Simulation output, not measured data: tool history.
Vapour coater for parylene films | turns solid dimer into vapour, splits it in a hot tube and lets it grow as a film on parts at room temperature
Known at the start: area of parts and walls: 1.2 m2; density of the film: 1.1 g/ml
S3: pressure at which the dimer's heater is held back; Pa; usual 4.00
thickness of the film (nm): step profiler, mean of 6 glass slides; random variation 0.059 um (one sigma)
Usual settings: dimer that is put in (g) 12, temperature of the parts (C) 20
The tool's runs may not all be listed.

Run 1, hour 0.0: usual settings. Result: thickness of the film (nm) 6690.
Run 2, hour 34.4: usual settings. Result: thickness of the film (nm) 6660.
Run 3, hour 64.5: usual settings but temperature of the parts (C) 15. Result: thickness of the film (nm) 8300.
Run 4, hour 101.0: usual settings but temperature of the parts (C) 15. Result: thickness of the film (nm) 8210.
Run 5, hour 134.0: usual settings but S3 7.68 Pa. Result: thickness of the film (nm) 6200.
Run 6, hour 169.4: usual settings but S3 7.68 Pa. Result: thickness of the film (nm) 6230.
Run 7, hour 196.5: usual settings but S3 4.37 Pa. Result: thickness of the film (nm) 6560.
Run 8, hour 222.6: usual settings but S3 4.37 Pa. Result: thickness of the film (nm) 6650.
Run 9, hour 247.9: usual settings but S3 4.37 Pa. Result: thickness of the film (nm) 6490.
Run 10, hour 274.5: usual settings but S3 4.37 Pa. Result: thickness of the film (nm) 6420.
Run 11, hour 299.3: usual settings but temperature of the parts (C) 17. Result: thickness of the film (nm) 7380.
Run 12, hour 319.2: usual settings. Result: thickness of the film (nm) 6540.
Run 13, hour 346.7: usual settings. Result: thickness of the film (nm) 6590.
At hour 371.2: trap's valve overhauled.
Run 14, hour 396.7: usual settings. Result: thickness of the film (nm) 6370.
Run 15, hour 436.6: usual settings. Result: thickness of the film (nm) 6360.
Run 16, hour 467.8: usual settings but S3 4.70 Pa. Result: thickness of the film (nm) 6260.
At hour 490.6: trap's valve overhauled, once more.
Run 17, hour 492.6: usual settings but S3 4.70 Pa. Result: thickness of the film (nm) 6720.
Run 18, hour 529.5: usual settings but dimer that is put in (g) 8. Result: thickness of the film (nm) 4540.
Run 19, hour 561.0: usual settings but dimer that is put in (g) 8. Result: thickness of the film (nm) 4460.
Run 20, hour 596.0: usual settings but dimer that is put in (g) 8, temperature of the parts (C) 18. Result: thickness of the film (nm) 4880.
Run 21, hour 615.8: usual settings but S3 2.75 Pa. Result: thickness of the film (nm) 7000.
Run 22, hour 657.3: usual settings but S3 2.75 Pa. Result: thickness of the film (nm) 7110.
Run 23, hour 691.6: usual settings but S3 2.75 Pa. Result: thickness of the film (nm) 7070.
Run 24, hour 727.7: usual settings but S3 2.75 Pa. Result: thickness of the film (nm) 7000.
Run 25, hour 768.3: usual settings but S3 2.75 Pa. Result: thickness of the film (nm) 6940.
Run 26, hour 809.5: usual settings but S3 2.75 Pa. Result: thickness of the film (nm) 6990.
Run 27, hour 839.2: usual settings but S3 2.75 Pa. Result: thickness of the film (nm) 6810.
Run 28, hour 861.0: usual settings but S3 2.69 Pa. Result: thickness of the film (nm) 6920.
Run 29, hour 904.8: usual settings but dimer that is put in (g) 13, S3 3.25 Pa. Result: thickness of the film (nm) 7330.
Run 30, hour 944.1: usual settings but dimer that is put in (g) 13, S3 3.25 Pa. Result: thickness of the film (nm) 7250.
Run 31, hour 975.1: usual settings but dimer that is put in (g) 13, temperature of the parts (C) 18, S3 2.02 Pa. Result: thickness of the film (nm) 8460.
Run 32, hour 1007.0: usual settings but dimer that is put in (g) 8, S3 2.45 Pa. Result: thickness of the film (nm) 4660.
Run 33, hour 1028.0: usual settings but S3 4.39 Pa. Result: thickness of the film (nm) 6410.
Run 34, hour 1071.0: usual settings but S3 4.39 Pa. Result: thickness of the film (nm) 6450.
Run 35, hour 1096.1: usual settings but dimer that is put in (g) 11, S3 3.29 Pa. Result: thickness of the film (nm) 6050.
Run 36, hour 1129.3: usual settings but dimer that is put in (g) 11, S3 4.05 Pa. Result: thickness of the film (nm) 5900.
Run 37, hour 1154.2: usual settings but dimer that is put in (g) 11, temperature of the parts (C) 13, S3 4.05 Pa. Result: thickness of the film (nm) 7850.
Run 38, hour 1195.6: usual settings but dimer that is put in (g) 16, temperature of the parts (C) 14. Result: thickness of the film (nm) 10970.
Run 39, hour 1222.6: usual settings but dimer that is put in (g) 13, temperature of the parts (C) 14, S3 9.51 Pa. Result: thickness of the film (nm) 8000.
At hour 1247.4: trap's valve overhauled.
Run 40, hour 1268.2: usual settings but S3 7.86 Pa. Result: thickness of the film (nm) 6230.
Run 41, hour 1287.8: usual settings but dimer that is put in (g) 10, temperature of the parts (C) 25, S3 4.30 Pa. Result: thickness of the film (nm) 4480.
Run 42, hour 1328.3: usual settings but temperature of the parts (C) 13, S3 2.86 Pa. Result: thickness of the film (nm) 8900.
Run 43, hour 1353.4: usual settings but temperature of the parts (C) 13, S3 2.86 Pa. Result: thickness of the film (nm) 8830.
Run 44, hour 1379.1: usual settings but temperature of the parts (C) 31. Result: thickness of the film (nm) 4190.
Run 45, hour 1400.6: usual settings but temperature of the parts (C) 26. Result: thickness of the film (nm) 5150.
Run 46, hour 1435.8: usual settings but dimer that is put in (g) 9, temperature of the parts (C) 26. Result: thickness of the film (nm) 3820.
Run 47, hour 1474.7: usual settings but dimer that is put in (g) 6, temperature of the parts (C) 30. Result: thickness of the film (nm) 2170.

Measured less the same run without the tool's hidden state. The same run-to-run variation is in both; the gauge's scatter may not be:
The hidden state here: vapour lost through the trap's worn valve, %; true temperature of the parts over the reading, C; drift of the gauge itself on film_um, %.
run  thickness of the film (nm)
  1                        -260
  2                        -280
  3                        -370
  4                        -390
  5                        -320
  6                        -330
  7                        -370
  8                        -390
  9                        -400
 10                        -400
 11                        -490
 12                        -440
 13                        -460
 14                        -630
 15                        -650
 16                        -660
 17                        -200
 18                        -140
 19                        -160
 20                        -190
 21                        -280
 22                        -310
 23                        -330
 24                        -340
 25                        -370
 26                        -390
 27                        -400
 28                        -420
 29                        -470
 30                        -500
 31                        -600
 32                        -340
 33                        -490
 34                        -510
 35                        -490
 36                        -510
 37                        -360
 38                        -850
 39                        -750
 40                        -280
 41                        -210
 42                         -60
 43                         -80
 44                        -230
 45                        -300
 46                        -220
 47                        -140
